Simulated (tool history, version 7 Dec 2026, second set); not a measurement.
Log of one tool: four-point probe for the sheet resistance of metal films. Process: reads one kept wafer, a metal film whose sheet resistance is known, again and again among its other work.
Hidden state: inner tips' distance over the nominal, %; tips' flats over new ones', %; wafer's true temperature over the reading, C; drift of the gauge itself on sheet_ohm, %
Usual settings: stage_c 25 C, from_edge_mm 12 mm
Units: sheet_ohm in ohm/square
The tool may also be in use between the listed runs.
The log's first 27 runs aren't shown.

run	hour	stage_c	from_edge_mm	touches since the probe head was changed	hours of work since the stage's thermometer was calibrated	sheet_ohm
28	498.0	35	37	39458	409	0.565035
29	509.3	25	11	39799	414	0.577537
30	533.2	34	39	40523	426	0.565853
31	553.7	34	39	41145	436	0.566096
32	571.7	34	39	41690	444	0.565772
33	582.9	25	17	42028	450	0.575284
34	606.2	29	56	42736	461	0.570068
35	621.3	29	56	43192	468	0.570313
36	643.9	29	56	43875	479	0.569985
37	657.4	29	56	44284	486	0.570239
38	669.1	19	55	44639	491	0.579216
39	687.1	24	11	45183	500	0.578782
40	709.2	19	5	45854	511	0.598737
41	725.5	19	5	46348	519	0.598831
42	737.9	29	14	46723	525	0.572873
43	751.2	18	7	47127	531	0.590473
44	767.1	19	4	47606	539	0.609055
45	778.6	19	4	47957	544	0.609130

Forecast each of these 3 alternatives for the next run:
A	802.4	24	4	48676	556	?
B	802.4	28	22	48676	556	?
C	802.4	20	8	48676	556	?

run	sheet_ohm
A	0.604517
B	0.572198
C	0.586247
Without the tool's hidden state the same runs would have given:
run	sheet_ohm
A	0.601951
B	0.569764
C	0.583749
